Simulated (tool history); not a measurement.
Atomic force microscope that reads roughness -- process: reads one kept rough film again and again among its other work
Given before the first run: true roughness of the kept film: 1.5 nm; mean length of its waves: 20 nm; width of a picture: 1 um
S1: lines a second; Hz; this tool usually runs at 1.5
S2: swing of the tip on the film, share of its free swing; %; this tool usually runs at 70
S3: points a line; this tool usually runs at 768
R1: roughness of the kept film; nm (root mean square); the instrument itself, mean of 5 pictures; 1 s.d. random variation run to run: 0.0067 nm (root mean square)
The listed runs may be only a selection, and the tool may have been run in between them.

{"run": 1, "hour": 0.0, "S1": 1.5, "S2": 70, "S3": 768, "R1": 1.089}
{"run": 2, "hour": 11.8, "S1": 1.5, "S2": 76, "S3": 768, "R1": 1.058}
{"run": 3, "hour": 27.5, "S1": 1.5, "S2": 76, "S3": 768, "R1": 1.03}
{"hour": 36.0, "done": "new tip fitted"}
{"run": 4, "hour": 42.2, "S1": 1.5, "S2": 76, "S3": 768, "R1": 1.287}
{"run": 5, "hour": 53.9, "S1": 1.5, "S2": 70, "S3": 768, "R1": 1.278}
{"run": 6, "hour": 63.7, "S1": 1.5, "S2": 70, "S3": 768, "R1": 1.245}
{"run": 7, "hour": 78.3, "S1": 1.5, "S2": 70, "S3": 768, "R1": 1.215}
{"run": 8, "hour": 91.0, "S1": 1.5, "S2": 70, "S3": 768, "R1": 1.191}
{"run": 9, "hour": 107.0, "S1": 1.5, "S2": 70, "S3": 768, "R1": 1.166}
{"run": 10, "hour": 117.9, "S1": 1.5, "S2": 70, "S3": 768, "R1": 1.126}
{"run": 11, "hour": 131.5, "S1": 0.61, "S2": 70, "S3": 768, "R1": 1.128}
{"run": 12, "hour": 148.4, "S1": 0.61, "S2": 70, "S3": 768, "R1": 1.089}
{"run": 13, "hour": 158.7, "S1": 0.61, "S2": 70, "S3": 768, "R1": 1.064}
{"hour": 164.6, "done": "new tip fitted"}
{"run": 14, "hour": 175.7, "S1": 0.61, "S2": 70, "S3": 768, "R1": 1.329}
{"run": 15, "hour": 192.4, "S1": 0.61, "S2": 70, "S3": 768, "R1": 1.275}
{"run": 16, "hour": 208.6, "S1": 0.61, "S2": 70, "S3": 843, "R1": 1.235}
{"run": 17, "hour": 217.3, "S1": 0.61, "S2": 70, "S3": 843, "R1": 1.221}
{"run": 18, "hour": 225.2, "S1": 0.61, "S2": 70, "S3": 843, "R1": 1.208}
{"run": 19, "hour": 234.8, "S1": 1.5, "S2": 70, "S3": 768, "R1": 1.156}
{"run": 20, "hour": 251.9, "S1": 1.5, "S2": 70, "S3": 268, "R1": 1.087}
{"run": 21, "hour": 263.8, "S1": 1.5, "S2": 70, "S3": 268, "R1": 1.06}
{"run": 22, "hour": 278.8, "S1": 0.97, "S2": 70, "S3": 268, "R1": 1.057}
{"run": 23, "hour": 288.3, "S1": 1.5, "S2": 70, "S3": 768, "R1": 1.041}
{"hour": 293.7, "done": "new tip fitted"}
{"run": 24, "hour": 299.7, "S1": 1.5, "S2": 70, "S3": 768, "R1": 1.29}
{"run": 25, "hour": 314.3, "S1": 1.5, "S2": 69, "S3": 452, "R1": 1.26}
{"run": 26, "hour": 328.3, "S1": 1.5, "S2": 69, "S3": 452, "R1": 1.222}

Run 27, settings as shown, results not yet in. Your forecast:
{"run": 27, "hour": 344.7, "S1": 1.2, "S2": 60, "S3": 664, "R1": "?"}

{"run 27": {"R1": 1.22}}
If the tool had no hidden condition, the same run with the same run-to-run variation would have returned R1 1.367 nm (root mean square).
